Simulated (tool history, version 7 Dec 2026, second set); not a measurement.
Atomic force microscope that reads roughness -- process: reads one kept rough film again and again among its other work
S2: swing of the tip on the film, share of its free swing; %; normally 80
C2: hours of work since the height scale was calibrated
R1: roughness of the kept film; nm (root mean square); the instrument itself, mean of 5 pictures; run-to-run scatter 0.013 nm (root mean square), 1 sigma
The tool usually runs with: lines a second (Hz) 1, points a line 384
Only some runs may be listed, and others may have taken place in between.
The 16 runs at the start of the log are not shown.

Run 17, hour 449.7: usual settings; pictures with this tip 142; C2 1150. Result: R1 2.748 nm (root mean square).
At hour 474.6: new tip fitted.
Run 18, hour 476.3: usual settings; pictures with this tip 2; C2 1171. Result: R1 2.974 nm (root mean square).
Run 19, hour 493.9: usual settings but S2 70 %; pictures with this tip 26; C2 1185. Result: R1 3.015 nm (root mean square).
Run 20, hour 528: usual settings but S2 70 %; pictures with this tip 72; C2 1212. Result: R1 2.931 nm (root mean square).
Run 21, hour 547.4: usual settings but S2 70 %, points a line 360; pictures with this tip 98; C2 1228. Result: R1 2.874 nm (root mean square).
Run 22, hour 585.2: usual settings but S2 70 %, points a line 360; pictures with this tip 149; C2 1258. Result: R1 2.802 nm (root mean square).
At hour 603: new tip fitted.
Run 23, hour 621.1: usual settings but lines a second (Hz) 1.77, S2 85 %, points a line 968; pictures with this tip 24; C2 1286. Result: R1 2.715 nm (root mean square).
Run 24, hour 640.2: usual settings but lines a second (Hz) 0.59, S2 85 %, points a line 968; pictures with this tip 50; C2 1302. Result: R1 2.942 nm (root mean square).
Run 25, hour 659.5: usual settings but S2 85 %; pictures with this tip 76; C2 1317. Result: R1 2.809 nm (root mean square).
Run 26, hour 694.5: usual settings but S2 85 %; pictures with this tip 123; C2 1345. Result: R1 2.723 nm (root mean square).
Run 27, hour 728.7: usual settings but lines a second (Hz) 2.26, points a line 452; pictures with this tip 170; C2 1372. Result: R1 2.509 nm (root mean square).
At hour 731.4: new tip fitted.
Run 28, hour 755.2: usual settings but points a line 509; pictures with this tip 32; C2 1393. Result: R1 2.939 nm (root mean square).
Run 29, hour 774.4: usual settings but S2 83 %, points a line 417; pictures with this tip 58; C2 1409. Result: R1 2.845 nm (root mean square).
Run 30, hour 800.2: usual settings but lines a second (Hz) 1.74, S2 83 %, points a line 429; pictures with this tip 93; C2 1429. Result: R1 2.627 nm (root mean square).
Run 31, hour 839.2: usual settings but lines a second (Hz) 1.74, S2 83 %, points a line 429; pictures with this tip 145; C2 1460. Result: R1 2.571 nm (root mean square).
At hour 861.4: new tip fitted.
Run 32, hour 867.9: usual settings but lines a second (Hz) 3.08, S2 72 %, points a line 828; pictures with this tip 8; C2 1483. Result: R1 2.772 nm (root mean square).
Run 33, hour 886.9: usual settings but lines a second (Hz) 2.71, S2 65 %, points a line 445; pictures with this tip 34; C2 1498. Result: R1 2.862 nm (root mean square).
Run 34, hour 913.7: usual settings but lines a second (Hz) 2.71, S2 65 %, points a line 445; pictures with this tip 70; C2 1519. Result: R1 2.841 nm (root mean square).
Run 35, hour 934.7: usual settings but lines a second (Hz) 2.71, S2 65 %, points a line 445; pictures with this tip 99; C2 1536. Result: R1 2.777 nm (root mean square).
Run 36, hour 964.6: usual settings but lines a second (Hz) 2.71, S2 65 %, points a line 445; pictures with this tip 139; C2 1560. Result: R1 2.691 nm (root mean square).
Run 37, hour 982.8: usual settings but lines a second (Hz) 1.72, S2 79 %, points a line 260; pictures with this tip 164; C2 1575. Result: R1 2.575 nm (root mean square).
At hour 991.9: new tip fitted.
Run 38, hour 1020.5: usual settings but lines a second (Hz) 1.72, S2 84 %, points a line 800; pictures with this tip 39; C2 1604. Result: R1 2.717 nm (root mean square).
Run 39, hour 1052.5: usual settings but lines a second (Hz) 3.36, S2 62 %, points a line 586; pictures with this tip 82; C2 1630. Result: R1 2.784 nm (root mean square).

Run 40 is up next; what results do you expect?
Run 40, hour 1091.2: usual settings but lines a second (Hz) 3.36, S2 62 %, points a line 586; pictures with this tip 135; C2 1661. Result: R1 ?.

R1: 2.707 nm (root mean square)
Minus the tool's unlogged condition, the same run would have read R1 2.991 nm (root mean square).
